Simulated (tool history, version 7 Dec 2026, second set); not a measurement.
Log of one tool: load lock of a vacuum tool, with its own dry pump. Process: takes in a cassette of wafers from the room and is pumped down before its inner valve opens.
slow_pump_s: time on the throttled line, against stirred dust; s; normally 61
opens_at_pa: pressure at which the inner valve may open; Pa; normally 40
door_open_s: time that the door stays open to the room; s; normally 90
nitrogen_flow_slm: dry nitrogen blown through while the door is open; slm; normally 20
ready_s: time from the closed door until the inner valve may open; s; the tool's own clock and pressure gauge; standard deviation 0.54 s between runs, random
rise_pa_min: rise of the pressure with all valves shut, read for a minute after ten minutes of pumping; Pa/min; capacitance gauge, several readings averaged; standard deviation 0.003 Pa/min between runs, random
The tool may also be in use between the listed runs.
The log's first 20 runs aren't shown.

| run | hour | slow_pump_s | opens_at_pa | door_open_s | nitrogen_flow_slm | incoming humidity of the room's air, % | ready_s | rise_pa_min |
|---|---|---|---|---|---|---|---|---|
| 21 | 2028.7 | 67 | 39 | 49 | 41 | 46.4 | 101 | 0.016 |
| 22 | 2146.1 | 61 | 40 | 45 | 16 | 45.7 | 95.5 | 0.028 |
| 23 | 2248 | 61 | 40 | 45 | 16 | 46.8 | 95.6 | 0.025 |
| 24 | 2341.6 | 61 | 29 | 90 | 30 | 44 | 97.8 | 0.025 |
| 25 | 2453.2 | 54 | 29 | 90 | 20 | 45 | 92.5 | 0.033 |
| 26 | 2546.5 | 47 | 29 | 90 | 20 | 47.2 | 86.9 | 0.032 |
| 27 | 2671.7 | 61 | 40 | 62 | 39 | 44.9 | 96.3 | 0.019 |
| 28 | 2746.9 | 41 | 40 | 43 | 20 | 43.3 | 80.4 | 0.019 |
| 29 | 2873.5 | 32 | 40 | 204 | 20 | 44.9 | 73.1 | 0.048 |
| 30 | 2951.5 | 101 | 62 | 159 | 20 | 42.5 | 124.3 | 0.037 |
| 31 | 3031.8 | 30 | 68 | 71 | 40 | 40.6 | 67.4 | 0.016 |
| 32 | 3109.8 | 76 | 49 | 134 | 24 | 44.1 | 106.3 | 0.031 |
| 33 | 3214.5 | 58 | 49 | 34 | 24 | 47 | 91.4 | 0.017 |
| 34 | 3356.2 | 58 | 49 | 131 | 24 | 46.1 | 92.8 | 0.036 |
| 35 | 3437.8 | 82 | 49 | 131 | 24 | 44.3 | 111.6 | 0.036 |
| 36 | 3539.6 | 82 | 49 | 131 | 24 | 45.8 | 110.9 | 0.032 |
| 37 | 3678.1 | 52 | 43 | 135 | 18 | 43.4 | 88.4 | 0.039 |
| 38 | 3747 | 31 | 43 | 223 | 18 | 44.6 | 72.7 | 0.049 |

Alternative continuations, all from the tool just after run 38; predict every row:
| A | 3813.9 | 61 | 40 | 53 | 20 | 44.7 | ? | ? |
| B | 3813.9 | 45 | 62 | 81 | 20 | 45.3 | ? | ? |
| C | 3813.9 | 36 | 76 | 90 | 20 | 46 | ? | ? |

| run | ready_s | rise_pa_min |
|---|---|---|
| A | 96.6 | 0.028 |
| B | 80.6 | 0.027 |
| C | 71.8 | 0.035 |
Without the tool's hidden state the same runs would have given:
| run | ready_s | rise_pa_min |
|---|---|---|
| A | 96.6 | 0.028 |
| B | 80.6 | 0.027 |
| C | 71.8 | 0.035 |
